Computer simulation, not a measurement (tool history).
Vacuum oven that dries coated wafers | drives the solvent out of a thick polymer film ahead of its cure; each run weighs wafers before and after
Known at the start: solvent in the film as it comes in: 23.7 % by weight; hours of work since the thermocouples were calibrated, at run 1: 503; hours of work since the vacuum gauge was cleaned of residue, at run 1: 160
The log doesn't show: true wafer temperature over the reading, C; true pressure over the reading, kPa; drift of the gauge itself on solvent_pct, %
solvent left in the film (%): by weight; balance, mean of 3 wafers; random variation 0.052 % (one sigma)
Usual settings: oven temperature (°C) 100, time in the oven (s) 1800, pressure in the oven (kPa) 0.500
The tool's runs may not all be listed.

run	hour	oven temperature (°C)	time in the oven (s)	pressure in the oven (kPa)	hours of work since the thermocouples were calibrated	hours of work since the vacuum gauge was cleaned of residue	solvent left in the film (%)
1	0.0	100	1800	0.500	503	160	1.36
2	21.1	100	1800	0.500	515	172	1.49
3	51.8	100	1800	0.500	533	190	1.50
4	73.0	100	1800	0.500	545	202	1.48
5	91.1	100	1800	0.855	556	213	1.61
6	117.2	100	1800	0.855	571	228	1.65
7	137.7	100	1800	0.855	583	240	1.61
8	162.3	102	1800	0.500	597	254	1.12
9	176.5	100	1800	0.500	605	262	1.61
10	205.7	100	1800	0.500	622	279	1.42
11	230.1	100	1800	0.500	636	293	1.56
12	249.0	115	1800	0.500	647	304	0.16
13	273.8	115	1800	0.500	661	318	0.14
14	291.8	115	1800	0.500	672	329	0.14
15	317.0	115	1260	0.500	686	343	0.45
16	340.4	115	1260	0.500	700	357	0.37
17	356.4	115	1260	0.500	709	366	0.31
18	381.8	115	1260	0.500	724	381	0.39
19	408.6	115	1260	0.500	739	396	0.35
20	431.7	100	1800	0.500	753	410	1.55
21	457.1	100	1800	0.500	767	424	1.56
# hour 462.2: oven's thermocouples calibrated
22	477.9	100	1800	0.500	9	435	1.70
23	500.7	100	1800	0.500	22	448	1.82

The next listed run, before its measurement:
24	520.4	87	1320	1.088	34	460	?

Run 24 gave solvent left in the film (%) 8.99.
Without the tool's hidden state the same run would have given solvent left in the film (%) 7.91.
